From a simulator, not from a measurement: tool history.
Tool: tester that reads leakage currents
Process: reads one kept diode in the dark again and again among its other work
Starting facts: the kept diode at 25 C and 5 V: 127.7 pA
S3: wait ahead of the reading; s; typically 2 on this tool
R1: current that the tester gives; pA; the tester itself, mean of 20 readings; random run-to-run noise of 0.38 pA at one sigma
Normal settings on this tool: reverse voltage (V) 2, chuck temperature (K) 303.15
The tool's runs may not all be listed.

run 1 hour=0 | reverse_voltage_(V)=2 chuck_temperature_(K)=303.15 S3=2 | R1=124.75
run 2 hour=81.9 | reverse_voltage_(V)=16.73 chuck_temperature_(K)=303.15 S3=2 | R1=306.94
run 3 hour=135.1 | reverse_voltage_(V)=2 chuck_temperature_(K)=297.15 S3=2 | R1=81.45
run 4 hour=208.8 | reverse_voltage_(V)=2 chuck_temperature_(K)=297.15 S3=2 | R1=81.98
run 5 hour=261 | reverse_voltage_(V)=2 chuck_temperature_(K)=297.15 S3=2 | R1=81.82
run 6 hour=321.1 | reverse_voltage_(V)=2 chuck_temperature_(K)=297.15 S3=2 | R1=81.42
run 7 hour=400 | reverse_voltage_(V)=2 chuck_temperature_(K)=303.15 S3=2 | R1=125.08
run 8 hour=460.9 | reverse_voltage_(V)=2 chuck_temperature_(K)=303.15 S3=2.92 | R1=124.64
run 9 hour=518.4 | reverse_voltage_(V)=2 chuck_temperature_(K)=303.15 S3=2.92 | R1=125.05
run 10 hour=565.4 | reverse_voltage_(V)=2 chuck_temperature_(K)=303.15 S3=2.92 | R1=124.88
run 11 hour=639.7 | reverse_voltage_(V)=2 chuck_temperature_(K)=303.15 S3=2.92 | R1=124.86
run 12 hour=705.1 | reverse_voltage_(V)=2 chuck_temperature_(K)=303.15 S3=8.78 | R1=124.64
run 13 hour=765.1 | reverse_voltage_(V)=2 chuck_temperature_(K)=303.15 S3=8.78 | R1=124.96
run 14 hour=818.3 | reverse_voltage_(V)=2 chuck_temperature_(K)=303.15 S3=8.78 | R1=125.35
run 15 hour=867.4 | reverse_voltage_(V)=3.3 chuck_temperature_(K)=303.15 S3=2 | R1=154.62
run 16 hour=915.1 | reverse_voltage_(V)=3.3 chuck_temperature_(K)=303.15 S3=2 | R1=154.8
run 17 hour=972.6 | reverse_voltage_(V)=2 chuck_temperature_(K)=303.15 S3=2 | R1=125.59
run 18 hour=1052.4 | reverse_voltage_(V)=2 chuck_temperature_(K)=303.15 S3=2 | R1=125.55
run 19 hour=1127.4 | reverse_voltage_(V)=2 chuck_temperature_(K)=303.15 S3=1.17 | R1=125.54
run 20 hour=1171.3 | reverse_voltage_(V)=5.26 chuck_temperature_(K)=303.15 S3=2 | R1=186.95
run 21 hour=1214.2 | reverse_voltage_(V)=5.26 chuck_temperature_(K)=303.15 S3=2 | R1=187.03
-- hour=1287.3 probe card cleaned and baked
run 22 hour=1290.5 | reverse_voltage_(V)=17.7 chuck_temperature_(K)=299.15 S3=0.47 | R1=247.43
run 23 hour=1372.5 | reverse_voltage_(V)=17.7 chuck_temperature_(K)=299.15 S3=0.47 | R1=247.27
run 24 hour=1430.5 | reverse_voltage_(V)=17.7 chuck_temperature_(K)=326.15 S3=3.23 | R1=1399.28
run 25 hour=1495.8 | reverse_voltage_(V)=2 chuck_temperature_(K)=303.15 S3=1.02 | R1=125.86
run 26 hour=1555.1 | reverse_voltage_(V)=2 chuck_temperature_(K)=311.15 S3=2 | R1=216.86
-- hour=1570.7 chuck's temperature calibrated
run 27 hour=1620.8 | reverse_voltage_(V)=2 chuck_temperature_(K)=311.15 S3=2 | R1=217.3
run 28 hour=1669.6 | reverse_voltage_(V)=2 chuck_temperature_(K)=324.15 S3=2 | R1=497.57
run 29 hour=1704.1 | reverse_voltage_(V)=2 chuck_temperature_(K)=303.15 S3=0.77 | R1=125.32
run 30 hour=1753.2 | reverse_voltage_(V)=2.11 chuck_temperature_(K)=319.15 S3=2 | R1=372.48
run 31 hour=1794.6 | reverse_voltage_(V)=2.93 chuck_temperature_(K)=316.15 S3=1.24 | R1=352.5
run 32 hour=1833.3 | reverse_voltage_(V)=2.93 chuck_temperature_(K)=316.15 S3=1.24 | R1=353.45
run 33 hour=1867.2 | reverse_voltage_(V)=8.89 chuck_temperature_(K)=303.15 S3=4.07 | R1=234.01
run 34 hour=1921.9 | reverse_voltage_(V)=8.89 chuck_temperature_(K)=303.15 S3=4.07 | R1=232.71
run 35 hour=1980.4 | reverse_voltage_(V)=2.25 chuck_temperature_(K)=331.15 S3=1.02 | R1=799.49
run 36 hour=2038.8 | reverse_voltage_(V)=1.98 chuck_temperature_(K)=303.15 S3=2 | R1=124.69
run 37 hour=2074 | reverse_voltage_(V)=1.98 chuck_temperature_(K)=303.15 S3=6.39 | R1=124.48
run 38 hour=2110.1 | reverse_voltage_(V)=1.35 chuck_temperature_(K)=296.15 S3=5.84 | R1=64.51
run 39 hour=2151.4 | reverse_voltage_(V)=13.3 chuck_temperature_(K)=331.15 S3=0.36 | R1=1683.02
run 40 hour=2184.5 | reverse_voltage_(V)=13.3 chuck_temperature_(K)=331.15 S3=0.36 | R1=1677.22

4 options for the next run, each taken on its own from the tool as it stands now. Forecast them:
run A hour=2253.6 | reverse_voltage_(V)=11.81 chuck_temperature_(K)=322.15 S3=6.23 | R1=?
run B hour=2253.6 | reverse_voltage_(V)=7.91 chuck_temperature_(K)=323.15 S3=0.36 | R1=?
run C hour=2253.6 | reverse_voltage_(V)=4 chuck_temperature_(K)=331.15 S3=0.43 | R1=?
run D hour=2253.6 | reverse_voltage_(V)=9.68 chuck_temperature_(K)=299.15 S3=0.36 | R1=?

run=A R1=921.15
run=B R1=834.9
run=C R1=1021.33
run=D R1=191.91
The same runs, with their run-to-run variation unchanged, on a tool lacking any hidden condition would have given:
run=A R1=920.96
run=B R1=834.74
run=C R1=1021.14
run=D R1=191.85
